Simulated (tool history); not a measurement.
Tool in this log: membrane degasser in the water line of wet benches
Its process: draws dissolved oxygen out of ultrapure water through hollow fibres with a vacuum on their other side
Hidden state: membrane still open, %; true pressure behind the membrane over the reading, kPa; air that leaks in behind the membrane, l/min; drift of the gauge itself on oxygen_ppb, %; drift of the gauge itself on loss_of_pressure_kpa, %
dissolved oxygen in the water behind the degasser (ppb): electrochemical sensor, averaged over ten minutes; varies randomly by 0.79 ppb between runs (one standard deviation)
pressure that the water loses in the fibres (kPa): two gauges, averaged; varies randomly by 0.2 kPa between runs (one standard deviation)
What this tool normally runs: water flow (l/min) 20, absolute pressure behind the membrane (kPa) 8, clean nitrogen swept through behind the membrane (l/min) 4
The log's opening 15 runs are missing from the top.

run,hour,water flow (l/min),absolute pressure behind the membrane (kPa),clean nitrogen swept through behind the membrane (l/min),hours since the membrane was changed,hours since the vacuum gauge was calibrated,hours since the vacuum lines were made tight,dissolved oxygen in the water behind the degasser (ppb),pressure that the water loses in the fibres (kPa)
16,1102.3,20,19.21,4,2281,3666,1738,203.6,47.22
17,1198.1,21,8.08,3.22,2376,3762,1834,93.2,49.7
18,1293.7,20,8,5.48,2472,3858,1929,57.9,47.39
19,1392.4,20,18.83,5.48,2571,3956,2028,154.1,47.51
20,1466.2,20,13.56,2.78,2645,4030,2102,192.5,47.19
# hour 1499.1: gauge calibrated
21,1567.9,22,7.05,11.08,2746,4132,2204,38.4,50.76
22,1634.9,14,8.95,8.11,2813,4199,2271,29.3,32.5
23,1711.1,20,19.94,10.86,2889,4275,2347,91.2,46
24,1803.7,21,8,11.34,2982,4368,2439,38.9,48.87
# hour 1853.3: vacuum gauge calibrated
25,1893.3,21,14.73,11.34,3071,40,2529,69,48.4
26,1994.5,13,8.02,4.58,3172,141,2630,37.2,30.34
27,2055.9,31,8.02,4.58,3234,203,2691,123.1,71.88
28,2113.5,12,8,9.82,3291,260,2749,18.1,28.27
29,2187.8,12,11.25,1.78,3366,335,2823,132.9,27.94
30,2275.1,19,4.82,2.07,3453,422,2910,47.6,44.26
31,2345,19,4.82,2.07,3523,492,2980,47,44.4

Consider 3 possible next runs. They are alternatives, not a sequence: every one starts from the tool as it was left by run 31. What does each give?
A,2444.2,19,19.58,3.46,3622,591,3079,?,?
B,2444.2,27,4.82,2.07,3622,591,3079,?,?
C,2444.2,16,11.72,4.38,3622,591,3079,?,?

run,dissolved oxygen in the water behind the degasser (ppb),pressure that the water loses in the fibres (kPa)
A,230,44.75
B,82.2,63.84
C,83.7,37.59
Stripped of hidden state, with their random variation kept, the same runs would have yielded:
run,dissolved oxygen in the water behind the degasser (ppb),pressure that the water loses in the fibres (kPa)
A,229.9,43.92
B,82.1,62.65
C,83.6,36.89
